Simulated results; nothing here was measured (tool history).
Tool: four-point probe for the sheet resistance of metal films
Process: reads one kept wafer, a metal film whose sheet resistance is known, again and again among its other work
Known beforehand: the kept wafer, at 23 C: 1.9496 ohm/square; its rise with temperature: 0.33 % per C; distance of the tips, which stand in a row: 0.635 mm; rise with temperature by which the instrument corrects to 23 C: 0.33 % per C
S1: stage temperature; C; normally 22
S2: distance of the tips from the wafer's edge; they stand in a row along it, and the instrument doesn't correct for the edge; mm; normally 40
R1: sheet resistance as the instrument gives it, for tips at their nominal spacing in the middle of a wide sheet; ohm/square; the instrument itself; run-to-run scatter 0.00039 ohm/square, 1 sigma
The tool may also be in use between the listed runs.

run,hour,S1,S2,R1
1,0,22,40,1.948709
2,8.9,22,40,1.948739
3,23.2,25,40,1.948908
4,43,30,40,1.949454
5,57.1,30,40,1.949865
6,75.9,30,40,1.950356
7,91.7,30,40,1.949596
8,106.9,22,9,1.953167
9,127.7,22,53,1.948039
10,138.2,22,53,1.948538
11,152.4,22,53,1.948298
12,172.4,22,53,1.947282
13,185.6,22,53,1.94902
14,205.4,22,53,1.948295
15,214.7,22,53,1.948156
16,226.6,22,40,1.947937
17,241.3,22,40,1.948039
18,259.7,22,40,1.948289
19,274.5,22,40,1.948363
20,288.2,22,40,1.948761
21,305.5,22,40,1.949263
22,318.5,20,40,1.948908
23,339.2,22,40,1.948703
24,350.9,31,3,1.996159
25,367.1,21,11,1.95186
26,377.9,21,11,1.951523
27,386.8,21,40,1.948366
28,408.1,19,7,1.956625
29,421.3,19,7,1.955768
30,433,19,7,1.955918
31,442.2,19,7,1.95624
32,462.2,23,39,1.947812
33,472.5,26,66,1.949365
34,481.2,26,66,1.948673
35,499.4,22,8,1.954811
36,518.4,22,8,1.956053
37,532.7,18,26,1.949092
38,548.7,18,26,1.948867
39,563.1,18,26,1.949492
40,582.8,18,26,1.949048
41,596,18,26,1.949239
42,609.7,26,23,1.95046
43,629.6,27,6,1.962042
44,651.1,27,6,1.961915
45,671.3,27,6,1.962818

Withheld: 2 entries from between the runs. Position of each, and hidden state at the listed run before versus the listed run after:
After run 28, before run 29: stage's thermometer calibrated (hour 410.4)
  inner tips' distance over the nominal, %: -0.019 -> -0.018; wafer's true temperature over the reading, C: -0.07 -> -0.11
  measured minus no-state result, R1: -0.000876 -> -0.001137 ohm/square
After run 35, before run 36: stage's thermometer calibrated, once more (hour 516.9)
  inner tips' distance over the nominal, %: -0.012 -> -0.01; wafer's true temperature over the reading, C: -0.12 -> 0.01
  measured minus no-state result, R1: -0.001037 -> -0.000133 ohm/square
